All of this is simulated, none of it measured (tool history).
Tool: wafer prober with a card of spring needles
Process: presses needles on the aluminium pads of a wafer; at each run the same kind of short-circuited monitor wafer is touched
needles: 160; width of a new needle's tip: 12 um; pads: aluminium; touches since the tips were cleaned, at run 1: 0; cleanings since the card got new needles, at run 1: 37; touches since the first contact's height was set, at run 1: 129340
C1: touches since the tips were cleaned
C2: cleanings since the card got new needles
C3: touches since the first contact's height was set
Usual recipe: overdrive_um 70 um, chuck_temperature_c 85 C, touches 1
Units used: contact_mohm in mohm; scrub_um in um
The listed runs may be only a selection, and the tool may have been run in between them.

Run 1, day 0.000: usual settings; C1 0; C2 37; C3 129340. Result: contact_mohm 133 mohm, scrub_um 10.19 um.
At day 0.292: tips cleaned on abrasive film.
At day 0.558: tips cleaned on abrasive film.
At day 0.842: tips cleaned on abrasive film.
Run 2, day 0.971: usual settings; C1 1670; C2 40; C3 141845. Result: contact_mohm 132 mohm, scrub_um 10.20 um.
At day 1.075: tips cleaned on abrasive film.
At day 1.362: tips cleaned on abrasive film.
Run 3, day 1.554: usual settings; C1 2492; C2 42; C3 149351. Result: contact_mohm 132 mohm, scrub_um 10.20 um.
At day 1.617: tips cleaned on abrasive film.
At day 1.846: tips cleaned on abrasive film.
At day 2.121: tips cleaned on abrasive film.
At day 2.133: height of the first contact set anew.
At day 2.412: tips cleaned on abrasive film.
Run 4, day 2.550: usual settings but overdrive_um 85 um; C1 1792; C2 46; C3 5343. Result: contact_mohm 132 mohm, scrub_um 12.38 um.
At day 2.667: tips cleaned on abrasive film.
At day 2.933: tips cleaned on abrasive film.
At day 3.200: tips cleaned on abrasive film.
At day 3.475: tips cleaned on abrasive film.
Run 5, day 3.592: usual settings but overdrive_um 85 um; C1 1522; C2 50; C3 18766. Result: contact_mohm 131 mohm, scrub_um 12.41 um.
At day 3.712: tips cleaned on abrasive film.
At day 4.000: tips cleaned on abrasive film.
At day 4.271: tips cleaned on abrasive film.
At day 4.546: tips cleaned on abrasive film.
Run 6, day 4.554: usual settings but overdrive_um 85 um; C1 100; C2 54; C3 31069. Result: contact_mohm 133 mohm, scrub_um 12.33 um.
At day 4.833: tips cleaned on abrasive film.
At day 5.125: tips cleaned on abrasive film.
Run 7, day 5.258: usual settings but touches 2; C1 1756; C2 56; C3 40162. Result: contact_mohm 127 mohm, scrub_um 10.23 um.
At day 5.367: tips cleaned on abrasive film.
At day 5.600: tips cleaned on abrasive film.
At day 5.892: tips cleaned on abrasive film.
Run 8, day 5.908: usual settings; C1 216; C2 59; C3 48470. Result: contact_mohm 132 mohm, scrub_um 10.22 um.
At day 6.129: tips cleaned on abrasive film.
At day 6.421: tips cleaned on abrasive film.
At day 6.708: tips cleaned on abrasive film.
Run 9, day 6.825: usual settings; C1 1511; C2 62; C3 60297. Result: contact_mohm 133 mohm, scrub_um 10.20 um.
At day 6.988: tips cleaned on abrasive film.
At day 7.217: tips cleaned on abrasive film.
At day 7.500: tips cleaned on abrasive film.
At day 7.788: tips cleaned on abrasive film.
Run 10, day 7.833: usual settings; C1 603; C2 66; C3 73232. Result: contact_mohm 130 mohm, scrub_um 10.23 um.
At day 8.067: tips cleaned on abrasive film.
At day 8.342: tips cleaned on abrasive film.
At day 8.608: tips cleaned on abrasive film.
Run 11, day 8.683: usual settings; C1 962; C2 69; C3 84158. Result: contact_mohm 129 mohm, scrub_um 10.23 um.
At day 8.854: tips cleaned on abrasive film.
At day 9.083: tips cleaned on abrasive film.
Run 12, day 9.212: usual settings; C1 1637; C2 71; C3 90944. Result: contact_mohm 131 mohm, scrub_um 10.24 um.
At day 9.329: tips cleaned on abrasive film.
At day 9.600: tips cleaned on abrasive film.
At day 9.879: tips cleaned on abrasive film.
Run 13, day 10.000: usual settings; C1 1572; C2 74; C3 101102. Result: contact_mohm 131 mohm, scrub_um 10.29 um.
At day 10.171: tips cleaned on abrasive film.
At day 10.454: tips cleaned on abrasive film.
At day 10.738: tips cleaned on abrasive film.
Run 14, day 10.850: usual settings; C1 1484; C2 77; C3 112034. Result: contact_mohm 129 mohm, scrub_um 10.23 um.
At day 11.025: tips cleaned on abrasive film.
At day 11.258: tips cleaned on abrasive film.
At day 11.538: tips cleaned on abrasive film.
At day 11.808: tips cleaned on abrasive film.
Run 15, day 11.921: usual settings but overdrive_um 61 um, chuck_temperature_c 93 C, touches 2; C1 1457; C2 81; C3 125764. Result: contact_mohm 134 mohm, scrub_um 8.93 um.
At day 12.088: tips cleaned on abrasive film.
At day 12.354: tips cleaned on abrasive film.
At day 12.646: tips cleaned on abrasive film.
Run 16, day 12.683: usual settings but overdrive_um 61 um, chuck_temperature_c 93 C, touches 2; C1 521; C2 84; C3 135583. Result: contact_mohm 134 mohm, scrub_um 8.90 um.
At day 12.908: tips cleaned on abrasive film.
At day 13.179: tips cleaned on abrasive film.
At day 13.458: tips cleaned on abrasive film.
Run 17, day 13.462: usual settings but overdrive_um 61 um, chuck_temperature_c 33 C, touches 3; C1 60; C2 87; C3 145579. Result: contact_mohm 128 mohm, scrub_um 8.92 um.
At day 13.725: tips cleaned on abrasive film.
At day 14.004: tips cleaned on abrasive film.
At day 14.275: tips cleaned on abrasive film.
At day 14.342: height of the first contact set anew.
Run 18, day 14.504: usual settings but overdrive_um 61 um, chuck_temperature_c 89 C; C1 2867; C2 90; C3 2122. Result: contact_mohm 132 mohm, scrub_um 8.99 um.
At day 14.567: tips cleaned on abrasive film.
At day 14.829: tips cleaned on abrasive film.
At day 15.108: tips cleaned on abrasive film.
Run 19, day 15.262: usual settings but overdrive_um 64 um, chuck_temperature_c 39 C, touches 2; C1 2041; C2 93; C3 11837. Result: contact_mohm 126 mohm, scrub_um 9.45 um.
At day 15.375: tips cleaned on abrasive film.
At day 15.662: tips cleaned on abrasive film.
Run 20, day 15.842: usual settings but overdrive_um 64 um, chuck_temperature_c 26 C, touches 2; C1 2381; C2 95; C3 19299. Result: contact_mohm 124 mohm, scrub_um 9.36 um.
At day 15.942: tips cleaned on abrasive film.
At day 16.175: tips cleaned on abrasive film.
At day 16.446: tips cleaned on abrasive film.
At day 16.725: tips cleaned on abrasive film.
Run 21, day 16.775: usual settings but overdrive_um 59 um, chuck_temperature_c 83 C; C1 669; C2 99; C3 31266. Result: contact_mohm 135 mohm, scrub_um 8.68 um.
At day 16.996: tips cleaned on abrasive film.
At day 17.229: tips cleaned on abrasive film.
Run 22, day 17.446: usual settings but overdrive_um 59 um, chuck_temperature_c 83 C; C1 2820; C2 101; C3 39870. Result: contact_mohm 132 mohm, scrub_um 8.65 um.
At day 17.492: tips cleaned on abrasive film.
At day 17.767: tips cleaned on abrasive film.
Run 23, day 17.908: usual settings but overdrive_um 59 um, chuck_temperature_c 83 C; C1 1860; C2 103; C3 45825. Result: contact_mohm 133 mohm, scrub_um 8.69 um.
At day 18.025: tips cleaned on abrasive film.
At day 18.312: tips cleaned on abrasive film.
At day 18.600: tips cleaned on abrasive film.
At day 18.862: tips cleaned on abrasive film.
Run 24, day 18.912: usual settings but chuck_temperature_c 63 C; C1 652; C2 107; C3 58736. Result: contact_mohm 132 mohm, scrub_um 10.34 um.
At day 19.142: tips cleaned on abrasive film.
At day 19.375: tips cleaned on abrasive film.
Run 25, day 19.533: usual settings but chuck_temperature_c 63 C; C1 2050; C2 109; C3 66708. Result: contact_mohm 132 mohm, scrub_um 10.36 um.
At day 19.650: tips cleaned on abrasive film.
At day 19.925: tips cleaned on abrasive film.
At day 20.212: tips cleaned on abrasive film.
At day 20.488: tips cleaned on abrasive film.
Run 26, day 20.500: usual settings but overdrive_um 68 um, chuck_temperature_c 80 C; C1 178; C2 113; C3 79109. Result: contact_mohm 132 mohm, scrub_um 10.00 um.
At day 20.733: tips cleaned on abrasive film.
At day 21.021: tips cleaned on abrasive film.
Run 27, day 21.075: usual settings but overdrive_um 65 um, chuck_temperature_c 26 C, touches 2; C1 736; C2 115; C3 86532. Result: contact_mohm 122 mohm, scrub_um 9.58 um.

Forecast each of these 4 alternatives for the next run:
At day 21.308: tips cleaned on abrasive film.
At day 21.588: tips cleaned on abrasive film.
At day 21.879: tips cleaned on abrasive film.
Run A, day 22.038: usual settings but overdrive_um 65 um, chuck_temperature_c 34 C, touches 2; C1 2059; C2 118; C3 98882. Result: contact_mohm ?, scrub_um ?.
At day 21.308: tips cleaned on abrasive film.
At day 21.588: tips cleaned on abrasive film.
At day 21.879: tips cleaned on abrasive film.
Run B, day 22.038: usual settings but overdrive_um 77 um, chuck_temperature_c 113 C, touches 3; C1 2059; C2 118; C3 98882. Result: contact_mohm ?, scrub_um ?.
At day 21.308: tips cleaned on abrasive film.
At day 21.588: tips cleaned on abrasive film.
At day 21.879: tips cleaned on abrasive film.
Run C, day 22.038: usual settings but overdrive_um 55 um; C1 2059; C2 118; C3 98882. Result: contact_mohm ?, scrub_um ?.
At day 21.308: tips cleaned on abrasive film.
At day 21.588: tips cleaned on abrasive film.
At day 21.879: tips cleaned on abrasive film.
Run D, day 22.038: usual settings but overdrive_um 56 um, touches 3; C1 2059; C2 118; C3 98882. Result: contact_mohm ?, scrub_um ?.

run  contact_mohm  scrub_um
  A           126      9.59
  B           136     11.30
  C           135      8.12
  D           134      8.25
Without the tool's unlogged condition, the same runs would have read:
run  contact_mohm  scrub_um
  A           126      9.47
  B           136     11.16
  C           134      8.02
  D           134      8.15

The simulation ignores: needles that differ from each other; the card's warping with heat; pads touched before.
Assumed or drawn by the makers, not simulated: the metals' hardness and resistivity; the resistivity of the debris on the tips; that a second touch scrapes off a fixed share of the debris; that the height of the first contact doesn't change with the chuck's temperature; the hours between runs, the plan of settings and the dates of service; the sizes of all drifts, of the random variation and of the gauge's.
